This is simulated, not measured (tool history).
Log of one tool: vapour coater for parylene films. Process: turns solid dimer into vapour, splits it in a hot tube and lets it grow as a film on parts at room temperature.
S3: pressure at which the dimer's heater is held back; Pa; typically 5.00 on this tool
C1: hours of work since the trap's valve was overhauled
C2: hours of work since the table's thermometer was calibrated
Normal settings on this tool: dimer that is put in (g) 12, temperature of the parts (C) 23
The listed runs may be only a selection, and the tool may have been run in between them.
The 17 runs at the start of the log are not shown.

Run 18, hour 661.1: usual settings but temperature of the parts (C) 21; C1 206; C2 652. Result: thickness of the film (um) 1.67.
Run 19, hour 691.6: usual settings but temperature of the parts (C) 21; C1 227; C2 674. Result: thickness of the film (um) 1.64.
Run 20, hour 733.1: usual settings but temperature of the parts (C) 21; C1 257; C2 703. Result: thickness of the film (um) 1.61.
At hour 741.7: trap's valve overhauled.
Run 21, hour 787.4: usual settings but temperature of the parts (C) 16, S3 7.50 Pa; C1 32; C2 739. Result: thickness of the film (um) 1.96.
Run 22, hour 826.3: usual settings but dimer that is put in (g) 8, temperature of the parts (C) 24, S3 3.67 Pa; C1 60; C2 767. Result: thickness of the film (um) 1.12.
Run 23, hour 877.2: usual settings but dimer that is put in (g) 8, temperature of the parts (C) 24, S3 3.67 Pa; C1 96; C2 803. Result: thickness of the film (um) 1.15.
Run 24, hour 906.4: usual settings but dimer that is put in (g) 8, temperature of the parts (C) 24, S3 3.67 Pa; C1 117; C2 824. Result: thickness of the film (um) 1.10.
Run 25, hour 939.6: usual settings but dimer that is put in (g) 6, temperature of the parts (C) 19; C1 141; C2 847. Result: thickness of the film (um) 0.91.
Run 26, hour 992.4: usual settings but dimer that is put in (g) 21, S3 3.06 Pa; C1 178; C2 885. Result: thickness of the film (um) 2.98.
Run 27, hour 1016.3: usual settings but dimer that is put in (g) 7, temperature of the parts (C) 17; C1 195; C2 902. Result: thickness of the film (um) 1.11.
Run 28, hour 1059.8: usual settings but S3 2.73 Pa; C1 226; C2 933. Result: thickness of the film (um) 1.67.
Run 29, hour 1097.2: usual settings but temperature of the parts (C) 30; C1 253; C2 959. Result: thickness of the film (um) 1.28.
At hour 1112.0: trap's valve overhauled.
Run 30, hour 1130.0: usual settings but temperature of the parts (C) 21, S3 5.58 Pa; C1 13; C2 980. Result: thickness of the film (um) 1.81.
Run 31, hour 1167.4: usual settings but temperature of the parts (C) 21, S3 5.58 Pa; C1 39; C2 1006. Result: thickness of the film (um) 1.76.
Run 32, hour 1194.5: usual settings but temperature of the parts (C) 21, S3 5.58 Pa; C1 59; C2 1026. Result: thickness of the film (um) 1.78.
Run 33, hour 1230.3: usual settings but temperature of the parts (C) 21, S3 5.58 Pa; C1 84; C2 1051. Result: thickness of the film (um) 1.72.
Run 34, hour 1258.3: usual settings but dimer that is put in (g) 6, temperature of the parts (C) 29, S3 2.75 Pa; C1 104; C2 1071. Result: thickness of the film (um) 0.78.
Run 35, hour 1298.2: usual settings but dimer that is put in (g) 6, temperature of the parts (C) 29, S3 2.75 Pa; C1 132; C2 1099. Result: thickness of the film (um) 0.76.
Run 36, hour 1323.8: usual settings but dimer that is put in (g) 18, temperature of the parts (C) 30, S3 7.52 Pa; C1 151; C2 1117. Result: thickness of the film (um) 1.90.
Run 37, hour 1348.5: usual settings but dimer that is put in (g) 18, temperature of the parts (C) 30, S3 7.52 Pa; C1 168; C2 1135. Result: thickness of the film (um) 1.91.
Run 38, hour 1401.0: usual settings but dimer that is put in (g) 18, temperature of the parts (C) 30, S3 7.52 Pa; C1 206; C2 1172. Result: thickness of the film (um) 1.85.

Below are 4 alternative next runs, each starting from the tool's condition after run 38. Predict each:
Run A, hour 1447.0: usual settings but temperature of the parts (C) 24; C1 238; C2 1205. Result: thickness of the film (um) ?.
Run B, hour 1447.0: usual settings but dimer that is put in (g) 18, temperature of the parts (C) 30, S3 7.64 Pa; C1 238; C2 1205. Result: thickness of the film (um) ?.
Run C, hour 1447.0: usual settings but dimer that is put in (g) 9, temperature of the parts (C) 30, S3 6.72 Pa; C1 238; C2 1205. Result: thickness of the film (um) ?.
Run D, hour 1447.0: usual settings but dimer that is put in (g) 18, temperature of the parts (C) 20, S3 3.33 Pa; C1 238; C2 1205. Result: thickness of the film (um) ?.

run  thickness of the film (um)
  A                        1.52
  B                        1.83
  C                        0.90
  D                        2.75
Without the tool's unlogged condition, the same runs would have read:
run  thickness of the film (um)
  A                        1.68
  B                        2.02
  C                        1.00
  D                        3.02
